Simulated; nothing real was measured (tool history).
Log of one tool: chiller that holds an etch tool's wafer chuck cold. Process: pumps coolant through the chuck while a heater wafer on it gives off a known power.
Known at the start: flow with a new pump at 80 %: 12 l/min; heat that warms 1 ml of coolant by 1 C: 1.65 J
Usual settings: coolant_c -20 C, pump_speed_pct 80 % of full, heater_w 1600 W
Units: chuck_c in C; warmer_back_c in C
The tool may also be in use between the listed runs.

| run | hour | coolant_c | pump_speed_pct | heater_w | chuck_c | warmer_back_c |
|---|---|---|---|---|---|---|
| 1 | 0 | -20 | 80 | 1600 | -2 | 5.14 |
|  | 52.9 | chiller's thermometer calibrated |
| 2 | 148.4 | -20 | 80 | 1600 | -2.1 | 5.22 |
| 3 | 235.3 | -20 | 80 | 1171 | -6.7 | 3.76 |
| 4 | 321.4 | -20 | 80 | 1600 | -1.9 | 5.15 |
| 5 | 463.8 | -20 | 80 | 1090 | -7.6 | 3.49 |
| 6 | 546.2 | -20 | 80 | 1229 | -6.1 | 4 |
| 7 | 607.6 | -20 | 80 | 1229 | -5.9 | 4.01 |
| 8 | 741.3 | -20 | 80 | 1229 | -5.9 | 3.98 |
| 9 | 867.1 | -20 | 80 | 1229 | -6 | 4.04 |
| 10 | 957.8 | -12 | 79 | 833 | -2.5 | 2.78 |
| 11 | 1051.9 | -26 | 74 | 1934 | -2.5 | 6.88 |
| 12 | 1136.3 | -20 | 80 | 1765 | 0.4 | 5.75 |
| 13 | 1283.9 | -20 | 80 | 1765 | 0.6 | 5.82 |
| 14 | 1355.8 | -20 | 80 | 1765 | 0.5 | 5.72 |
| 15 | 1485 | -17 | 64 | 2302 | 14.3 | 9.47 |
| 16 | 1611.3 | -17 | 64 | 2302 | 14.4 | 9.51 |
| 17 | 1723.7 | -20 | 65 | 936 | -7.2 | 3.81 |

Forecast each of these 4 alternatives for the next run:
| A | 1819.9 | -22 | 83 | 872 | ? | ? |
| B | 1819.9 | -10 | 72 | 1167 | ? | ? |
| C | 1819.9 | -17 | 76 | 1600 | ? | ? |
| D | 1819.9 | -30 | 75 | 1600 | ? | ? |

| run | chuck_c | warmer_back_c |
|---|---|---|
| A | -11.9 | 2.75 |
| B | 4.9 | 4.26 |
| C | 2.6 | 5.56 |
| D | -10.3 | 5.69 |
Without the tool's hidden state the same runs would have given:
| run | chuck_c | warmer_back_c |
|---|---|---|
| A | -13 | 2.52 |
| B | 3.4 | 3.9 |
| C | 0.6 | 5.1 |
| D | -12.3 | 5.23 |
